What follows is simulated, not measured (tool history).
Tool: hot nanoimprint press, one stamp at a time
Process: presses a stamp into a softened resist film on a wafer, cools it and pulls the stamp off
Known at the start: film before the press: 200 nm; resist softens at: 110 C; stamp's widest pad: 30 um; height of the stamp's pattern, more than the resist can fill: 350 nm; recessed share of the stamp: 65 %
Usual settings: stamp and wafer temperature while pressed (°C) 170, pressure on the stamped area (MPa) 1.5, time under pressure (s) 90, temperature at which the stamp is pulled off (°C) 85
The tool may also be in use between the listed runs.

run,hour,stamp and wafer temperature while pressed (°C),pressure on the stamped area (MPa),time under pressure (s),temperature at which the stamp is pulled off (°C),resist left under the stamp's widest pad (nm),greatest force while the stamp is pulled off (N)
1,0,170,1.5,90,85,115.2,172
2,83.9,170,1.5,90,85,116.5,185
3,164.4,170,1.5,90,85,116.3,219
4,235.1,170,1.5,90,85,117.9,167
5,321.7,158,1.5,90,85,156.9,198
6,412,158,1.5,90,85,158.5,225
7,495,158,1.5,90,85,160.6,175
8,534.7,162,1.03,112,92,154.6,172
9,597.4,162,0.95,80,82,167.9,215
10,683,162,0.95,80,82,164.8,243
11,758.9,177,2.23,161,90,65.6,178
12,828.4,175,2.23,161,75,72,239
13,906.5,170,1.49,64,82,126.9,232
14,965.9,170,1.11,90,70,126.9,212

The log once held 7 entries between its listed runs, left out of this copy. Where does each go, and what is different about the tool's unlogged condition between the listed run before it and the listed run after it?
After run 3, before run 4: stamp cleaned and given a new release coat (hour 233.5)
  true temperature over the reading, C: -0.74 -> -0.9; pressure that arrives at the usual setting, %: 96.82 -> 96.5; grip of the stamp's worn release coat, % over a new coat's: 28.5 -> 0.3
  measured minus no-state result, resist left under the stamp's widest pad (nm): +3.7 -> +4.4; greatest force while the stamp is pulled off (N): +51 -> +3
After run 5, before run 6: plate thermocouple calibrated (hour 330.9)
  true temperature over the reading, C: -1.12 -> -1.69; pressure that arrives at the usual setting, %: 96.09 -> 95.7; grip of the stamp's worn release coat, % over a new coat's: 14.9 -> 30.6
  measured minus no-state result, resist left under the stamp's widest pad (nm): +4.9 -> +6.7; greatest force while the stamp is pulled off (N): +29 -> +57
After run 6, before run 7: stamp cleaned and given a new release coat (hour 473)
  true temperature over the reading, C: -1.69 -> -1.88; pressure that arrives at the usual setting, %: 95.7 -> 95.33; grip of the stamp's worn release coat, % over a new coat's: 30.6 -> 3.6
  measured minus no-state result, resist left under the stamp's widest pad (nm): +6.7 -> +7.5; greatest force while the stamp is pulled off (N): +57 -> +11
After run 9, before run 10: press's hydraulic seals changed and the load cell set to zero (hour 644.7)
  true temperature over the reading, C: -2.13 -> -2.32; pressure that arrives at the usual setting, %: 94.88 -> 99.87; grip of the stamp's worn release coat, % over a new coat's: 21.3 -> 35.5
  measured minus no-state result, resist left under the stamp's widest pad (nm): +6.7 -> +6.1; greatest force while the stamp is pulled off (N): +43 -> +70
After run 10, before run 11: stamp cleaned and given a new release coat (hour 717)
  true temperature over the reading, C: -2.32 -> -2.51; pressure that arrives at the usual setting, %: 99.87 -> 99.57; grip of the stamp's worn release coat, % over a new coat's: 35.5 -> 7
  measured minus no-state result, resist left under the stamp's widest pad (nm): +6.1 -> +5.5; greatest force while the stamp is pulled off (N): +70 -> +19
After run 12, before run 13: plate thermocouple calibrated, once more (hour 846.6)
  true temperature over the reading, C: -2.7 -> -0.27; pressure that arrives at the usual setting, %: 99.25 -> 98.9; grip of the stamp's worn release coat, % over a new coat's: 19 -> 32.6
  measured minus no-state result, resist left under the stamp's widest pad (nm): +6.7 -> +1.3; greatest force while the stamp is pulled off (N): +44 -> +58
After run 13, before run 14: stamp cleaned and given a new release coat (hour 955.8)
  true temperature over the reading, C: -0.27 -> -0.42; pressure that arrives at the usual setting, %: 98.9 -> 98.67; grip of the stamp's worn release coat, % over a new coat's: 32.6 -> 1.7
  measured minus no-state result, resist left under the stamp's widest pad (nm): +1.3 -> +1.7; greatest force while the stamp is pulled off (N): +58 -> +5
